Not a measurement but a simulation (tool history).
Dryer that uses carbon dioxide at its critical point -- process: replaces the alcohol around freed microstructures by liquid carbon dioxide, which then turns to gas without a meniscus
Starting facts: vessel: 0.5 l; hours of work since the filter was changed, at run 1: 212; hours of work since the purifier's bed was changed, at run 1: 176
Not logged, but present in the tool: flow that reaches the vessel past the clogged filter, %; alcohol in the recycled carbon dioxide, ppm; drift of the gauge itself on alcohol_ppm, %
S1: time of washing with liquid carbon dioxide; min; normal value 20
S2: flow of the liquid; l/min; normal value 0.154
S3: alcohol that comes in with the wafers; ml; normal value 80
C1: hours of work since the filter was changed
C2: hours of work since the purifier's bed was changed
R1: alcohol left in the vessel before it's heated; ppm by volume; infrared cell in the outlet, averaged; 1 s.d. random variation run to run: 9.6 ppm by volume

run	hour	S1	S2	S3	C1	C2	R1
1	0	20	0.154	80	212	176	838
2	11.6	20	0.154	80	220	183	857
3	23.4	17	0.154	80	227	191	1842
4	30.1	17	0.154	80	231	195	1866
5	39.9	17	0.154	73	238	202	1703
6	51.7	17	0.154	73	245	209	1726
# hour 58: inlet filter changed
7	66.8	20	0.154	80	6	218	570
8	79.7	20	0.154	80	14	226	601
9	93.7	20	0.154	80	23	235	591
10	107.5	20	0.154	80	32	244	600
11	116.5	27	0.154	80	37	250	115
12	122.5	27	0.154	80	41	254	112
13	132.3	20	0.154	80	48	260	632
14	141.9	20	0.154	80	54	266	613
15	148.5	20	0.154	80	58	271	618
16	160.6	20	0.154	80	66	278	632
17	168.9	20	0.111	80	71	284	2759
18	181.7	20	0.111	80	79	292	2800
19	189.1	20	0.111	80	84	297	2761
20	200	20	0.154	40	91	304	352
21	207.2	20	0.154	80	96	308	671
22	214.6	28	0.154	80	100	313	115
23	221.6	28	0.154	103	105	317	137
24	235.9	28	0.154	103	114	327	136
25	247.2	22	0.246	80	121	334	59
26	254.2	13	0.099	67	126	338	13263
27	263.3	13	0.099	67	132	344	13199
28	276.2	13	0.099	67	140	352	12934
29	283.1	20	0.107	80	144	357	3334
30	291.1	30	0.26	106	149	362	50
31	299.5	31	0.169	80	155	367	75
32	306.7	26	0.227	36	159	372	50
33	319.6	26	0.227	36	168	380	43
34	328.3	26	0.227	36	173	386	44
35	338.1	23	0.227	36	179	392	60
36	344.2	18	0.142	36	183	396	868
37	355	14	0.154	26	190	403	1260
38	365.6	24	0.229	21	197	410	52
39	373.3	24	0.229	21	202	415	62
40	387.5	14	0.154	59	211	424	2822
41	397.6	19	0.244	80	218	430	111
42	404.2	27	0.154	64	222	434	155
43	411.5	20	0.154	39	226	439	449
44	422.3	20	0.209	21	233	446	89
45	436.1	20	0.101	21	242	455	1302
46	444.4	31	0.154	20	248	460	76
# hour 447.3: inlet filter changed
47	457.3	15	0.105	105	6	468	11052

3 ways to go on from here, each from the tool as it stands after run 47. What would each give?
A	465.2	12	0.097	63	11	473	?
B	465.2	20	0.154	41	11	473	?
C	465.2	19	0.105	114	11	473	?

run	R1
A	14154
B	347
C	5411
Without the tool's unlogged condition, the same runs would have read:
run	R1
A	13931
B	282
C	5248
